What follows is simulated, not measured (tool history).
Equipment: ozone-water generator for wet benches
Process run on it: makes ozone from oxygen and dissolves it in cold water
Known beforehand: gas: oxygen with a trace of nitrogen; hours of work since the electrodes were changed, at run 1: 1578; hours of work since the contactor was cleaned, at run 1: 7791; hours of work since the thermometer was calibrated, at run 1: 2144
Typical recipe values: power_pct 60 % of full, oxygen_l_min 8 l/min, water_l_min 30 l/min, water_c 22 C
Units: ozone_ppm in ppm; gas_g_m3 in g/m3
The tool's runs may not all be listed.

| run | hour | power_pct | oxygen_l_min | water_l_min | water_c | hours of work since the electrodes were changed | hours of work since the contactor was cleaned | hours of work since the thermometer was calibrated | ozone_ppm | gas_g_m3 |
|---|---|---|---|---|---|---|---|---|---|---|
| 1 | 0 | 60 | 8 | 30 | 22 | 1578 | 7791 | 2144 | 13.2 | 152.9 |
| 2 | 134.8 | 60 | 8 | 30 | 22 | 1684 | 7897 | 2249 | 13.4 | 150.5 |
| 3 | 202.3 | 60 | 8 | 19 | 22 | 1737 | 7950 | 2302 | 17.9 | 151.2 |
| 4 | 285.4 | 60 | 8 | 30 | 22 | 1802 | 8015 | 2367 | 13.2 | 149.7 |
| 5 | 408.5 | 60 | 8 | 30 | 22 | 1898 | 8112 | 2464 | 13.3 | 150.8 |
| 6 | 520.7 | 60 | 8 | 30 | 22 | 1986 | 8200 | 2552 | 13.5 | 151.3 |
| 7 | 622.4 | 50 | 8 | 30 | 22 | 2066 | 8279 | 2632 | 11.7 | 132.4 |
| 8 | 730 | 41 | 8 | 30 | 22 | 2150 | 8364 | 2716 | 10 | 112.2 |
| 9 | 852.1 | 41 | 8 | 30 | 22 | 2246 | 8459 | 2812 | 9.9 | 112.9 |
| 10 | 924 | 60 | 8 | 30 | 27 | 2303 | 8516 | 2868 | 12.2 | 150.1 |
| 11 | 1022.9 | 60 | 8 | 30 | 27 | 2380 | 8593 | 2946 | 12.1 | 149.6 |
| 12 | 1110 | 60 | 10.61 | 30 | 23 | 2448 | 8662 | 3014 | 13.3 | 135.2 |
| 13 | 1205.7 | 60 | 9.91 | 30 | 14 | 2523 | 8737 | 3089 | 15.3 | 138.6 |
| 14 | 1319.4 | 74 | 9.91 | 39 | 14 | 2613 | 8826 | 3178 | 14.7 | 160.9 |
| 15 | 1436 | 74 | 9.91 | 27 | 14 | 2704 | 8917 | 3269 | 19.3 | 161 |
| 16 | 1506.7 | 73 | 10.03 | 27 | 22 | 2759 | 8973 | 3325 | 17 | 159.9 |
| 17 | 1633 | 88 | 10.03 | 45 | 22 | 2858 | 9072 | 3424 | 13.6 | 182.9 |
| 18 | 1688.2 | 50 | 8 | 42 | 19 | 2902 | 9115 | 3467 | 9.3 | 130.6 |
| 19 | 1767.3 | 55 | 8 | 29 | 22 | 2964 | 9177 | 3529 | 12.5 | 138.1 |

Had the tool no unlogged condition, and each run kept its random variation, what would the results have been?
Hidden state at play: yield of the discharge, % of new electrodes'; contactor's efficiency, % of a clean one's; true water temperature over the reading, C; drift of the gauge itself on ozone_ppm, %; drift of the gauge itself on gas_g_m3, %.
| run | ozone_ppm | gas_g_m3 |
|---|---|---|
| 1 | 13.8 | 155.7 |
| 2 | 14 | 153.6 |
| 3 | 18.7 | 154.4 |
| 4 | 13.9 | 153 |
| 5 | 14 | 154.3 |
| 6 | 14.2 | 155 |
| 7 | 12.3 | 135.2 |
| 8 | 10.5 | 114.2 |
| 9 | 10.3 | 115 |
| 10 | 12.9 | 154.4 |
| 11 | 12.8 | 154.1 |
| 12 | 14.2 | 139.4 |
| 13 | 16.3 | 142.9 |
| 14 | 15.8 | 167.2 |
| 15 | 20.7 | 167.5 |
| 16 | 18.3 | 166.5 |
| 17 | 14.7 | 191.9 |
| 18 | 9.9 | 134.6 |
| 19 | 13.4 | 142.9 |

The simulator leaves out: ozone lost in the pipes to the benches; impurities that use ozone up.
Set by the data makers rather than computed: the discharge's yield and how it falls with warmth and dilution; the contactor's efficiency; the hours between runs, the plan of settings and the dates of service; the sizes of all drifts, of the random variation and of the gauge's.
